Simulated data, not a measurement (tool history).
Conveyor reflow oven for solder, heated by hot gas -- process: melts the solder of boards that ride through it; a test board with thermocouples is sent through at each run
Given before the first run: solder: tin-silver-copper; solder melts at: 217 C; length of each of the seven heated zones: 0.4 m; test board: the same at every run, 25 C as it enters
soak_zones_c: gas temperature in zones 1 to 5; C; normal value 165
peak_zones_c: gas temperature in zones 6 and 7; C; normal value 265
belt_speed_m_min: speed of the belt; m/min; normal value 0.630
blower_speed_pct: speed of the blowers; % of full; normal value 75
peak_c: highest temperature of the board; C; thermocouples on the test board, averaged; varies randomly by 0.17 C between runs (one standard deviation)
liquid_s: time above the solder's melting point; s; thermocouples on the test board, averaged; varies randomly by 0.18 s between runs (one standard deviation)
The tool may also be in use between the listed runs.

run   hour  soak_zones_c  peak_zones_c  belt_speed_m_min  blower_speed_pct  peak_c  liquid_s
  1    0.0           165           265             0.630                75   249.8      52.5
  2   31.9           165           265             0.630                75   249.8      52.4
  3   88.5           165           265             0.630                75   249.2      52.1
  4  123.6           165           265             0.630                66   246.4      49.4
  5  171.1           165           265             0.630                66   246.4      49.3
  6  197.1           165           265             0.630                66   246.4      48.8
  7  251.3           165           265             0.646                75   247.8      49.0
  8  282.1           165           270             0.630                75   253.1      54.5
  9  331.8           165           265             0.630                55   242.5      43.7
     350.5  -- flux residue cleaned out of gas plates and filters
 10  368.1           156           265             0.630                75   251.6      52.3
     381.4  -- belt drive overhauled, speed set with a stopwatch
 11  416.9           156           265             0.630                75   251.2      51.6
 12  446.5           177           265             0.630                75   254.1      60.1
 13  498.6           179           265             0.630                75   254.4      61.1
 14  538.0           156           275             0.630                75   259.8      56.4
 15  569.4           154           261             0.630                75   246.8      47.5
 16  629.8           157           261             0.585                86   251.9      57.7
 17  661.7           165           265             0.676                75   249.4      48.4
 18  691.4           177           273             0.564                67   261.7      72.1
 19  739.8           177           273             0.564                67   261.9      72.0
 20  775.6           165           267             0.630                51   244.9      45.9
 21  808.3           165           265             0.589                60   249.2      55.1
 22  836.6           165           265             0.589                60   249.0      55.0
 23  896.8           164           260             0.655                75   245.7      46.2
 24  946.4           164           260             0.655                75   245.2      46.3

Results per run with the tool's hidden condition removed, run-to-run variation unchanged:
Hidden conditions of the tool in this case: heat that the gas passes to the board, % of a clean oven's; belt's true speed, % of the reading; true gas temperature in zones 6 and 7 over the reading, C; drift of the gauge itself on peak_c, C; drift of the gauge itself on liquid_s, %.
run  peak_c  liquid_s
  1   251.1      53.9
  2   251.3      53.9
  3   250.9      53.8
  4   248.2      51.3
  5   248.3      51.4
  6   248.4      51.0
  7   250.2      51.5
  8   255.6      56.7
  9   244.6      46.4
 10   249.6      50.2
 11   249.7      50.6
 12   252.7      59.1
 13   253.1      60.3
 14   258.7      55.8
 15   245.8      46.9
 16   250.9      57.3
 17   248.8      48.2
 18   260.8      71.5
 19   261.1      71.6
 20   244.4      45.6
 21   248.6      54.9
 22   248.6      55.0
 23   245.7      46.8
 24   245.4      47.1
